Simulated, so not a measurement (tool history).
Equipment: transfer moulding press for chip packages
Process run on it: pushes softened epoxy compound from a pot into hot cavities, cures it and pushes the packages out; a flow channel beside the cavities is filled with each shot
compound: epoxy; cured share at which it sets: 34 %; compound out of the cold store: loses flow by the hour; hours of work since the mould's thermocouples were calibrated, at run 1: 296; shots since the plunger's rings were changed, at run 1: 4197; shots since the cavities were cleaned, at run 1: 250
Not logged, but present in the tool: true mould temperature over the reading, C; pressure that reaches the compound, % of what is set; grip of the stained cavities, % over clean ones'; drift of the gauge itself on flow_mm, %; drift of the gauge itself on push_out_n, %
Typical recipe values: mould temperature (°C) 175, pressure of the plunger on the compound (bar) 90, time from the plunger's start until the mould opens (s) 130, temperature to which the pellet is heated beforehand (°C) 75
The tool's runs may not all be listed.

run,hour,mould temperature (°C),pressure of the plunger on the compound (bar),time from the plunger's start until the mould opens (s),temperature to which the pellet is heated beforehand (°C),hours of work since the mould's thermocouples were calibrated,shots since the plunger's rings were changed,shots since the cavities were cleaned,incoming compound's hours out of the cold store,length that the compound runs in the flow channel (mm),greatest force on the pins that push the packages out (N)
1,0,175,90,130,75,296,4197,250,34.7,694,241
2,22.2,175,90,130,75,306,4358,411,31.4,703,257
3,33.6,177,90,130,75,312,4441,494,10.6,740,269
# hour 40.8: plunger's sealing rings changed
# hour 42.3: cavities cleaned with cleaning compound and waxed
4,50.8,177,90,130,75,318,62,62,30,752,198
5,68.9,175,90,130,75,327,193,193,34.1,741,231
6,85.5,175,90,130,75,335,313,313,19.1,794,246
7,111,175,90,130,75,347,499,499,16.5,792,271
# hour 117.4: cavities cleaned with cleaning compound and waxed
8,139.3,175,90,130,75,360,693,159,42.6,721,235
9,159.6,175,90,130,79,369,841,307,9,801,255
10,186.7,175,90,130,79,382,1037,503,34.7,728,285
# hour 191.8: cavities cleaned with cleaning compound and waxed
11,214,175,90,130,75,395,1224,161,13,796,237
12,230.7,175,90,130,75,403,1345,282,37.8,711,251
13,251.6,175,90,130,71,413,1497,434,10.1,813,280
# hour 266.3: cavities cleaned with cleaning compound and waxed
14,279.5,175,90,130,71,426,1689,96,12.2,801,216
15,296.3,182,90,130,71,434,1810,217,16.4,741,222
16,322.9,182,90,130,71,446,2004,411,36.6,679,244
17,337.2,182,90,139,66,453,2108,515,14.7,737,252
# hour 341.5: mould's thermocouples calibrated
# hour 343: cavities cleaned with cleaning compound and waxed
18,361.8,182,90,139,66,9,2261,137,18.4,723,203
19,373.1,171,90,130,69,14,2342,218,10.9,797,291
20,390.6,170,90,139,78,23,2470,346,17.8,794,275
21,405.3,178,83.1,122,81,30,2576,452,9.5,732,267
# hour 416.3: mould's thermocouples calibrated, once more
# hour 419.5: cavities cleaned with cleaning compound and waxed
22,430.6,175,71.4,133,75,6,2735,81,20.4,673,218
23,446.1,175,71.4,133,75,14,2847,193,34.4,638,238
24,473.7,179,90,117,75,27,3048,394,18.5,742,256
25,486.3,170,90,149,75,33,3138,484,41.4,710,289
# hour 494.6: cavities cleaned with cleaning compound and waxed
26,505.5,175,96.4,130,84,41,3267,79,29.5,738,211
27,520.9,175,96.4,130,84,49,3379,191,44.2,702,226
28,540.6,175,96.4,130,84,58,3522,334,33.7,727,252

Each row is a separate what-if for the run after 28, all from the same tool condition, not one after another. Results?
A,562.6,177,96.4,128,66,69,3682,494,28.4,?,?
B,562.6,175,90,132,75,69,3682,494,9.5,?,?
C,562.6,175,90,121,75,69,3682,494,20.6,?,?
D,562.6,169,96.4,130,84,69,3682,494,21.2,?,?

run,length that the compound runs in the flow channel (mm),greatest force on the pins that push the packages out (N)
A,731,269
B,759,277
C,736,288
D,784,348
Had the tool no hidden state, the same runs would have come out as:
run,length that the compound runs in the flow channel (mm),greatest force on the pins that push the packages out (N)
A,784,193
B,814,197
C,789,207
D,841,254

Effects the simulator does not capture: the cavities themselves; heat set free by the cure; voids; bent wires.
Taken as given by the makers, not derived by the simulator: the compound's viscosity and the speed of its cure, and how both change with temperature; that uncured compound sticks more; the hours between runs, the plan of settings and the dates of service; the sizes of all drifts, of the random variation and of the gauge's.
